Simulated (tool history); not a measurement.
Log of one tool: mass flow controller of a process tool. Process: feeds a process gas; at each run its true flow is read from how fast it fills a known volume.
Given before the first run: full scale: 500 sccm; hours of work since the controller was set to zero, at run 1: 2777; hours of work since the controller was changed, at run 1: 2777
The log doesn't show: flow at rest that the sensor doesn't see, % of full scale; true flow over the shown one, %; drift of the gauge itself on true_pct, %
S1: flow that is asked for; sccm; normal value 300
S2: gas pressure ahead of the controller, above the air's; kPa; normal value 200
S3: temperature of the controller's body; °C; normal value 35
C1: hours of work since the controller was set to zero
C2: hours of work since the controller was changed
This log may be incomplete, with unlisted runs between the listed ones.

Run 1, hour 0: usual settings; C1 2777; C2 2777. Result: true flow (%) 96.47.
Run 2, hour 61.3: usual settings; C1 2815; C2 2815. Result: true flow (%) 96.34.
Run 3, hour 181.5: usual settings; C1 2888; C2 2888. Result: true flow (%) 96.45.
Run 4, hour 249.3: usual settings but S1 207 sccm; C1 2929; C2 2929. Result: true flow (%) 95.33.
Run 5, hour 304.4: usual settings but S1 207 sccm; C1 2963; C2 2963. Result: true flow (%) 95.43.
Run 6, hour 406: usual settings but S1 207 sccm; C1 3024; C2 3024. Result: true flow (%) 95.26.
Run 7, hour 498.9: usual settings but S1 207 sccm; C1 3081; C2 3081. Result: true flow (%) 95.2.
Run 8, hour 586.6: usual settings but S1 261 sccm; C1 3134; C2 3134. Result: true flow (%) 95.98.
Run 9, hour 662.7: usual settings but S1 261 sccm; C1 3181; C2 3181. Result: true flow (%) 95.8.
Run 10, hour 752.2: usual settings but S3 34 °C; C1 3235; C2 3235. Result: true flow (%) 96.48.
Run 11, hour 808.1: usual settings but S3 34 °C; C1 3269; C2 3269. Result: true flow (%) 96.39.
Run 12, hour 915.3: usual settings but S3 34 °C; C1 3334; C2 3334. Result: true flow (%) 96.44.
Run 13, hour 991.1: usual settings; C1 3380; C2 3380. Result: true flow (%) 96.29.
Run 14, hour 1057.4: usual settings but S3 22 °C; C1 3421; C2 3421. Result: true flow (%) 97.47.
Run 15, hour 1142.4: usual settings but S3 29 °C; C1 3472; C2 3472. Result: true flow (%) 96.64.
Run 16, hour 1250.7: usual settings but S3 29 °C; C1 3538; C2 3538. Result: true flow (%) 96.71.
Run 17, hour 1310.7: usual settings but S3 29 °C; C1 3575; C2 3575. Result: true flow (%) 96.68.
Run 18, hour 1413: usual settings but S3 29 °C; C1 3637; C2 3637. Result: true flow (%) 96.74.
Run 19, hour 1507.5: usual settings but S2 194 kPa, S3 24 °C; C1 3694; C2 3694. Result: true flow (%) 97.09.
Run 20, hour 1587.9: usual settings but S1 160 sccm, S2 147 kPa, S3 30 °C; C1 3743; C2 3743. Result: true flow (%) 94.2.
Run 21, hour 1672.2: usual settings but S1 330 sccm, S2 240 kPa, S3 40 °C; C1 3794; C2 3794. Result: true flow (%) 96.01.
Run 22, hour 1742.8: usual settings but S1 330 sccm, S2 240 kPa, S3 40 °C; C1 3837; C2 3837. Result: true flow (%) 96.07.
Run 23, hour 1858.8: usual settings but S1 330 sccm, S2 240 kPa, S3 40 °C; C1 3908; C2 3908. Result: true flow (%) 96.08.
Run 24, hour 1925: usual settings but S1 330 sccm, S2 240 kPa, S3 40 °C; C1 3948; C2 3948. Result: true flow (%) 96.04.
Run 25, hour 1995.7: usual settings but S1 330 sccm, S2 240 kPa, S3 40 °C; C1 3991; C2 3991. Result: true flow (%) 96.02.
Run 26, hour 2102.1: usual settings but S1 252 sccm, S2 160 kPa, S3 24 °C; C1 4056; C2 4056. Result: true flow (%) 96.08.
Run 27, hour 2156.9: usual settings but S1 252 sccm, S2 160 kPa, S3 24 °C; C1 4089; C2 4089. Result: true flow (%) 96.
Run 28, hour 2214.3: usual settings but S1 102 sccm, S2 164 kPa; C1 4124; C2 4124. Result: true flow (%) 91.68.
Run 29, hour 2291.5: usual settings but S1 102 sccm, S2 164 kPa; C1 4171; C2 4171. Result: true flow (%) 91.5.
Run 30, hour 2417.5: usual settings but S2 203 kPa, S3 24 °C; C1 4248; C2 4248. Result: true flow (%) 96.88.
Run 31, hour 2512.7: usual settings but S2 203 kPa; C1 4306; C2 4306. Result: true flow (%) 95.78.
Run 32, hour 2638.6: usual settings but S2 203 kPa; C1 4382; C2 4382. Result: true flow (%) 95.67.
Run 33, hour 2760.7: usual settings but S1 60 sccm, S2 219 kPa, S3 29 °C; C1 4456; C2 4456. Result: true flow (%) 88.96.
Run 34, hour 2846: usual settings but S1 176 sccm, S2 179 kPa, S3 21 °C; C1 4508; C2 4508. Result: true flow (%) 95.15.
Run 35, hour 2947.2: usual settings but S1 250 sccm, S3 28 °C; C1 4570; C2 4570. Result: true flow (%) 95.7.

Each row is a separate what-if for the run after 35, all from the same tool condition, not one after another. Results?
Run A, hour 3012.8: usual settings but S2 278 kPa, S3 28 °C; C1 4610; C2 4610. Result: true flow (%) ?.
Run B, hour 3012.8: usual settings but S1 238 sccm, S2 260 kPa, S3 25 °C; C1 4610; C2 4610. Result: true flow (%) ?.
Run C, hour 3012.8: usual settings but S1 250 sccm, S3 30 °C; C1 4610; C2 4610. Result: true flow (%) ?.
Run D, hour 3012.8: usual settings but S1 250 sccm, S3 30 °C; C1 4610; C2 4610. Result: true flow (%) ?.
Run E, hour 3012.8: usual settings but S1 54 sccm, S3 39 °C; C1 4610; C2 4610. Result: true flow (%) ?.

run  true flow (%)
  A           96.7
  B          96.09
  C          95.42
  D          95.57
  E          86.67
Had the tool no hidden state, the same runs would have come out as:
run  true flow (%)
  A          98.75
  B          98.52
  C          97.77
  D          97.92
  E          95.49
